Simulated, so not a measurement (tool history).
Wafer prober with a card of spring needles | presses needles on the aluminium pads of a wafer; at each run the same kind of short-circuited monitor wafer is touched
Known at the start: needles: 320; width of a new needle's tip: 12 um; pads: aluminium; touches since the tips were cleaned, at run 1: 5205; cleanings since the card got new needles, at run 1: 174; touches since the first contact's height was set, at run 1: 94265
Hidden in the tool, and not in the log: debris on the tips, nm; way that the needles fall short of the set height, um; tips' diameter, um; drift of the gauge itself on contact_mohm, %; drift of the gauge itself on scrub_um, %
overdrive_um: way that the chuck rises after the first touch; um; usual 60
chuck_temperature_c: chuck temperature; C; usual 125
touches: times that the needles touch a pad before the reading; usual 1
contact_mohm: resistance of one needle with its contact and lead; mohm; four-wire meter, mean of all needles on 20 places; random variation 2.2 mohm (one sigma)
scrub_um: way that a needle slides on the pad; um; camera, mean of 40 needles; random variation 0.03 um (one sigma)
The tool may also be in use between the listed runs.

| run | hour | overdrive_um | chuck_temperature_c | touches | touches since the tips were cleaned | cleanings since the card got new needles | touches since the first contact's height was set | contact_mohm | scrub_um |
|---|---|---|---|---|---|---|---|---|---|
| 1 | 0.0 | 60 | 125 | 1 | 5205 | 174 | 94265 | 429 | 14.25 |
|  | 3.5 | tips cleaned on abrasive film |
|  | 19.9 | tips cleaned on abrasive film |
|  | 36.8 | tips cleaned on abrasive film |
| 2 | 44.3 | 60 | 125 | 1 | 3161 | 177 | 112793 | 364 | 14.23 |
|  | 51.1 | tips cleaned on abrasive film |
|  | 63.1 | card fitted with new needles |
|  | 79.6 | tips cleaned on abrasive film |
|  | 96.4 | tips cleaned on abrasive film |
| 3 | 101.7 | 60 | 125 | 2 | 2255 | 2 | 16209 | 284 | 14.58 |
|  | 111.9 | tips cleaned on abrasive film |
|  | 125.4 | tips cleaned on abrasive film |
| 4 | 137.8 | 60 | 125 | 2 | 5226 | 4 | 31331 | 299 | 14.51 |
|  | 140.9 | tips cleaned on abrasive film |
|  | 154.4 | tips cleaned on abrasive film |
|  | 171.0 | tips cleaned on abrasive film |
|  | 185.8 | tips cleaned on abrasive film |
| 5 | 185.8 | 60 | 125 | 2 | 0 | 8 | 51374 | 253 | 14.43 |
|  | 202.5 | tips cleaned on abrasive film |
|  | 218.5 | tips cleaned on abrasive film |
| 6 | 224.7 | 60 | 125 | 2 | 2613 | 10 | 67691 | 291 | 14.36 |
|  | 234.8 | tips cleaned on abrasive film |
|  | 251.1 | tips cleaned on abrasive film |
| 7 | 255.8 | 60 | 125 | 1 | 1996 | 12 | 80727 | 299 | 14.32 |
|  | 265.5 | tips cleaned on abrasive film |
|  | 282.0 | tips cleaned on abrasive film |
|  | 298.9 | tips cleaned on abrasive film |
| 8 | 308.7 | 60 | 125 | 1 | 4117 | 15 | 102884 | 331 | 14.26 |
|  | 315.5 | tips cleaned on abrasive film |
|  | 332.3 | tips cleaned on abrasive film |
|  | 345.8 | tips cleaned on abrasive film |
|  | 361.2 | tips cleaned on abrasive film |
| 9 | 361.2 | 60 | 125 | 1 | 0 | 19 | 124846 | 260 | 14.16 |
|  | 378.0 | tips cleaned on abrasive film |
|  | 394.7 | tips cleaned on abrasive film |
| 10 | 399.9 | 60 | 125 | 1 | 2182 | 21 | 141094 | 304 | 14.10 |
|  | 409.7 | tips cleaned on abrasive film |
|  | 416.8 | height of the first contact set anew |
|  | 426.7 | tips cleaned on abrasive film |
|  | 443.3 | tips cleaned on abrasive film |
| 11 | 456.2 | 53 | 125 | 1 | 5436 | 24 | 16539 | 378 | 12.26 |
|  | 459.7 | tips cleaned on abrasive film |
|  | 476.5 | tips cleaned on abrasive film |
|  | 492.9 | tips cleaned on abrasive film |
|  | 507.3 | tips cleaned on abrasive film |
| 12 | 507.3 | 60 | 125 | 1 | 0 | 28 | 37906 | 256 | 13.80 |
|  | 520.8 | tips cleaned on abrasive film |
|  | 537.7 | tips cleaned on abrasive film |
|  | 554.5 | tips cleaned on abrasive film |
| 13 | 560.3 | 60 | 125 | 1 | 2421 | 31 | 60119 | 316 | 13.74 |
|  | 570.5 | tips cleaned on abrasive film |
|  | 586.8 | tips cleaned on abrasive film |
|  | 603.6 | tips cleaned on abrasive film |
| 14 | 606.8 | 79 | 125 | 1 | 1361 | 34 | 79605 | 278 | 18.32 |
|  | 620.1 | tips cleaned on abrasive film |
|  | 636.8 | tips cleaned on abrasive film |
| 15 | 641.3 | 43 | 121 | 1 | 1901 | 36 | 94055 | 381 | 9.45 |
|  | 651.5 | tips cleaned on abrasive film |
|  | 668.2 | tips cleaned on abrasive film |
|  | 673.2 | height of the first contact set anew, once more |
| 16 | 673.2 | 62 | 59 | 2 | 2002 | 38 | 0 | 267 | 15.11 |
|  | 683.4 | tips cleaned on abrasive film |
|  | 700.2 | tips cleaned on abrasive film |
| 17 | 708.6 | 62 | 59 | 2 | 3549 | 40 | 14812 | 283 | 15.00 |
|  | 715.4 | tips cleaned on abrasive film |
|  | 728.9 | tips cleaned on abrasive film |
|  | 745.4 | tips cleaned on abrasive film |
|  | 761.7 | tips cleaned on abrasive film |
|  | 775.2 | tips cleaned on abrasive film |
| 18 | 777.2 | 60 | 125 | 1 | 835 | 45 | 43526 | 286 | 14.46 |
|  | 790.3 | tips cleaned on abrasive film |
|  | 806.9 | tips cleaned on abrasive film |
| 19 | 806.9 | 73 | 35 | 2 | 0 | 47 | 55936 | 231 | 17.55 |
|  | 820.4 | tips cleaned on abrasive film |
|  | 837.2 | tips cleaned on abrasive film |
| 20 | 842.1 | 71 | 114 | 2 | 2038 | 49 | 70697 | 271 | 17.05 |
|  | 851.9 | tips cleaned on abrasive film |
|  | 868.8 | tips cleaned on abrasive film |
| 21 | 878.3 | 40 | 99 | 2 | 4002 | 51 | 85866 | 376 | 9.42 |
|  | 884.6 | tips cleaned on abrasive film |
|  | 900.7 | tips cleaned on abrasive film |
| 22 | 912.2 | 60 | 36 | 1 | 4839 | 53 | 100082 | 354 | 14.20 |
|  | 915.7 | tips cleaned on abrasive film |
|  | 932.2 | tips cleaned on abrasive film |
|  | 949.1 | tips cleaned on abrasive film |
|  | 966.0 | tips cleaned on abrasive film |
|  | 982.8 | tips cleaned on abrasive film |
| 23 | 983.0 | 55 | 26 | 2 | 87 | 58 | 129731 | 240 | 12.92 |
|  | 996.3 | tips cleaned on abrasive film |
|  | 1012.4 | tips cleaned on abrasive film |
| 24 | 1014.4 | 55 | 26 | 2 | 864 | 60 | 142869 | 259 | 12.81 |
|  | 1024.8 | height of the first contact set anew |
|  | 1028.2 | tips cleaned on abrasive film |
|  | 1044.6 | tips cleaned on abrasive film |
| 25 | 1044.6 | 55 | 26 | 2 | 0 | 62 | 8289 | 238 | 13.38 |
|  | 1058.2 | tips cleaned on abrasive film |
|  | 1075.0 | tips cleaned on abrasive film |
| 26 | 1082.7 | 55 | 26 | 2 | 3248 | 64 | 24261 | 302 | 13.32 |
|  | 1089.1 | tips cleaned on abrasive film |
|  | 1105.9 | tips cleaned on abrasive film |
|  | 1122.8 | tips cleaned on abrasive film |
|  | 1136.3 | tips cleaned on abrasive film |
| 27 | 1136.5 | 55 | 26 | 2 | 76 | 68 | 46760 | 237 | 13.22 |

Some steps in contact_mohm between neighbouring runs. How much of each would the tool show without its hidden state too (settings, what came in, random variation), and how much is left for the hidden state, with any gauge scatter that isn't in both results?
Run 11 -> 12: overdrive_um 53 -> 60, tips cleaned on abrasive film, tips cleaned on abrasive film, tips cleaned on abrasive film, tips cleaned on abrasive film. contact_mohm -122 mohm: hidden state -121, all else -1.
Run 15 -> 16: overdrive_um 43 -> 62, chuck_temperature_c 121 -> 59, touches 1 -> 2, tips cleaned on abrasive film, tips cleaned on abrasive film, height of the first contact set anew, once more. contact_mohm -114 mohm: hidden state -92, all else -22.
Run 22 -> 23: overdrive_um 60 -> 55, chuck_temperature_c 36 -> 26, touches 1 -> 2, tips cleaned on abrasive film, tips cleaned on abrasive film, tips cleaned on abrasive film, tips cleaned on abrasive film, tips cleaned on abrasive film. contact_mohm -114 mohm: hidden state -111, all else -3.
